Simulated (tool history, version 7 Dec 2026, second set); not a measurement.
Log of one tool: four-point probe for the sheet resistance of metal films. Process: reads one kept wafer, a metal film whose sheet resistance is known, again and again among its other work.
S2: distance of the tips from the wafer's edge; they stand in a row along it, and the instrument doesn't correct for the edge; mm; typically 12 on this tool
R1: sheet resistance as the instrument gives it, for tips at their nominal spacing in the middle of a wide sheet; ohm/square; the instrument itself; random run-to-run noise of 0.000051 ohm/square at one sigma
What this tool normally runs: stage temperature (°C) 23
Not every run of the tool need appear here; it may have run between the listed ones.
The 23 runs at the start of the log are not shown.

{"run": 24, "hour": 1320.7, "stage temperature (°C)": 26, "S2": 31, "R1": 0.254351}
{"run": 25, "hour": 1382.6, "stage temperature (°C)": 26, "S2": 31, "R1": 0.254356}
{"run": 26, "hour": 1442.8, "stage temperature (°C)": 26, "S2": 17, "R1": 0.254662}
{"run": 27, "hour": 1486.0, "stage temperature (°C)": 21, "S2": 50, "R1": 0.253595}
{"run": 28, "hour": 1553.7, "stage temperature (°C)": 27, "S2": 14, "R1": 0.255266}
{"run": 29, "hour": 1608.4, "stage temperature (°C)": 27, "S2": 30, "R1": 0.25458}
{"run": 30, "hour": 1680.6, "stage temperature (°C)": 33, "S2": 7, "R1": 0.258141}
{"hour": 1707.5, "done": "new probe head fitted"}
{"run": 31, "hour": 1737.5, "stage temperature (°C)": 21, "S2": 15, "R1": 0.254373}
{"run": 32, "hour": 1810.8, "stage temperature (°C)": 29, "S2": 11, "R1": 0.256124}
{"run": 33, "hour": 1861.5, "stage temperature (°C)": 29, "S2": 11, "R1": 0.256102}
{"run": 34, "hour": 1930.1, "stage temperature (°C)": 23, "S2": 58, "R1": 0.254314}
{"run": 35, "hour": 2007.6, "stage temperature (°C)": 25, "S2": 30, "R1": 0.254719}
{"hour": 2074.5, "done": "stage's thermometer calibrated"}
{"run": 36, "hour": 2077.0, "stage temperature (°C)": 25, "S2": 30, "R1": 0.255132}
{"run": 37, "hour": 2137.6, "stage temperature (°C)": 25, "S2": 30, "R1": 0.255109}
{"run": 38, "hour": 2205.3, "stage temperature (°C)": 25, "S2": 30, "R1": 0.255238}
{"run": 39, "hour": 2258.5, "stage temperature (°C)": 18, "S2": 23, "R1": 0.254361}
{"run": 40, "hour": 2327.8, "stage temperature (°C)": 26, "S2": 23, "R1": 0.255576}
{"run": 41, "hour": 2382.2, "stage temperature (°C)": 26, "S2": 23, "R1": 0.255588}
{"run": 42, "hour": 2437.4, "stage temperature (°C)": 26, "S2": 23, "R1": 0.255707}
{"run": 43, "hour": 2481.6, "stage temperature (°C)": 18, "S2": 7, "R1": 0.25707}
{"run": 44, "hour": 2538.5, "stage temperature (°C)": 19, "S2": 8, "R1": 0.256606}

5 ways to go on from here, each from the tool as it stands after run 44. What would each give?
{"run": "A", "hour": 2609.7, "stage temperature (°C)": 34, "S2": 3, "R1": "?"}
{"run": "B", "hour": 2609.7, "stage temperature (°C)": 30, "S2": 22, "R1": "?"}
{"run": "C", "hour": 2609.7, "stage temperature (°C)": 23, "S2": 30, "R1": "?"}
{"run": "D", "hour": 2609.7, "stage temperature (°C)": 27, "S2": 46, "R1": "?"}
{"run": "E", "hour": 2609.7, "stage temperature (°C)": 21, "S2": 4, "R1": "?"}

run=A R1=0.270923
run=B R1=0.256215
run=C R1=0.255193
run=D R1=0.255640
run=E R1=0.263079
What these runs would have given with no unlogged condition in the tool:
run=A R1=0.269049
run=B R1=0.254435
run=C R1=0.253421
run=D R1=0.253864
run=E R1=0.261258
